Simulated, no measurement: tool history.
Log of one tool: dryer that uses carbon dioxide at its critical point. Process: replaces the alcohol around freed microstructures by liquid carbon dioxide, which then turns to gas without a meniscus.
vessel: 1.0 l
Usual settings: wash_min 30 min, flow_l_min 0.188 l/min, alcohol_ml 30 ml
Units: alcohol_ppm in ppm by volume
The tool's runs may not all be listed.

| run | day | wash_min | flow_l_min | alcohol_ml | alcohol_ppm |
|---|---|---|---|---|---|
| 1 | 0 | 30 | 0.188 | 30 | 296 |
| 2 | 1.108 | 30 | 0.188 | 30 | 295 |
| 3 | 2.867 | 30 | 0.188 | 30 | 299 |
| 4 | 4.529 | 20 | 0.188 | 30 | 1371 |
| 5 | 6.167 | 20 | 0.188 | 30 | 1407 |
| 6 | 7.354 | 20 | 0.188 | 30 | 1421 |
|  | 7.592 | inlet filter changed |
| 7 | 8.838 | 20 | 0.188 | 30 | 1165 |
| 8 | 9.692 | 20 | 0.188 | 30 | 1149 |
| 9 | 10.762 | 20 | 0.188 | 30 | 1166 |
| 10 | 12.521 | 32 | 0.27 | 21 | 46 |
| 11 | 13.942 | 25 | 0.211 | 90 | 965 |

Forecast run 12:
| 12 | 15.542 | 25 | 0.211 | 90 | ? |

Run 12 gave alcohol_ppm 951 ppm by volume.
Without the tool's hidden state the same run would have given alcohol_ppm 826 ppm by volume.
